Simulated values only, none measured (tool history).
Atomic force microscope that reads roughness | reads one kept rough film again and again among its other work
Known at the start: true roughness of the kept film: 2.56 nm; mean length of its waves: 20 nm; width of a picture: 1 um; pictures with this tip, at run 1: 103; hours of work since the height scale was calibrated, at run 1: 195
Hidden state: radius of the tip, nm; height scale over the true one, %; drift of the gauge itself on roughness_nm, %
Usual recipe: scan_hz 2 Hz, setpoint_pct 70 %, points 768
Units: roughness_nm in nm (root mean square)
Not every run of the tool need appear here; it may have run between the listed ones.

run	hour	scan_hz	setpoint_pct	points	pictures with this tip	hours of work since the height scale was calibrated	roughness_nm
1	0	2	70	768	103	195	1.591
2	5.8	2	70	768	110	199	1.56
3	17.2	2	70	768	125	208	1.536
4	26.1	2	70	408	136	215	1.489
5	32.8	2	71	768	144	221	1.473
6	40.9	1.73	71	768	154	227	1.471
7	46.1	1.73	71	768	160	231	1.467
8	51.8	2	70	768	167	236	1.436
9	57.5	2	70	768	174	240	1.436
10	67.6	2	70	768	187	248	1.406
11	73.1	2	70	768	194	252	1.402
12	84.4	2	70	768	207	261	1.363
13	95.5	2	70	768	221	270	1.35
14	104.8	2	70	768	233	278	1.321
15	112.5	2	70	768	242	284	1.314
16	118.8	2	70	768	250	289	1.296
17	129.8	2	70	768	263	297	1.277
# hour 131.7: height scale calibrated on a step standard
18	136.3	2	70	768	270	4	1.276
19	142.9	2	70	768	278	9	1.271
# hour 155.5: height scale calibrated on a step standard, once more
20	155.8	2	70	768	293	0	1.236
21	165.9	3.27	70	768	305	8	1.172
22	176.2	2	70	738	318	16	1.185
23	182.8	2	70	738	326	22	1.179
24	190.8	1.08	70	768	336	28	1.2
# hour 195.7: new tip fitted
25	200.2	1.08	70	768	5	35	1.9
26	208.9	1.08	82	768	16	42	1.846
27	215.9	2	70	321	25	47	1.78
28	225.7	0.73	73	768	37	55	1.823
29	235.7	2.36	84	448	49	63	1.609
30	247	2.36	84	448	63	72	1.574
31	258.7	2.36	84	448	77	81	1.542
32	266.9	2.36	84	448	87	88	1.516
33	273.9	1.99	59	364	96	93	1.636
34	282.7	1.97	81	696	107	100	1.551
35	289.9	2	59	793	116	106	1.612
36	297.7	2	57	768	125	112	1.596
37	305.7	2	65	668	135	118	1.565
38	314.9	2	77	768	147	126	1.49
39	321.6	2	77	774	155	131	1.46
40	329.5	1.27	70	426	165	137	1.496
41	336.9	0.97	86	890	174	143	1.444
42	348.7	0.97	82	569	188	152	1.421
43	360.4	0.56	70	871	203	162	1.455
44	370.2	0.56	70	871	215	169	1.431
45	375.5	1.04	84	543	221	174	1.365
46	386	2.05	65	359	234	182	1.339
47	392.5	2.05	65	629	242	187	1.361
48	400.6	2	62	826	252	193	1.338
49	409.5	2	87	961	263	200	1.207
50	416.8	1.48	64	762	272	206	1.316
51	424.8	0.73	89	272	282	212	1.24
52	431.6	2.82	75	256	291	218	1.169
53	441.4	2.82	75	256	303	226	1.138
54	451.4	1.69	59	295	315	234	1.235

Pick out some run-to-run changes in roughness_nm. Of each, how much would a tool without hidden state show as well, from the settings, what came in and chance, and how much is left for the hidden state and any gauge scatter not in both results compared?
Run 24 -> 25: new tip fitted. roughness_nm +0.7 nm (root mean square): hidden state +0.727, all else -0.027.
Run 28 -> 29: scan_hz 0.73 -> 2.36, setpoint_pct 73 -> 84, points 768 -> 448. roughness_nm -0.214 nm (root mean square): hidden state -0.015, all else -0.199.
Run 48 -> 49: setpoint_pct 62 -> 87, points 826 -> 961. roughness_nm -0.131 nm (root mean square): hidden state +0.035, all else -0.166.
Run 49 -> 50: scan_hz 2 -> 1.48, setpoint_pct 87 -> 64, points 961 -> 762. roughness_nm +0.109 nm (root mean square): hidden state -0.073, all else +0.182.
Run 53 -> 54: scan_hz 2.82 -> 1.69, setpoint_pct 75 -> 59, points 256 -> 295. roughness_nm +0.097 nm (root mean square): hidden state -0.076, all else +0.173.
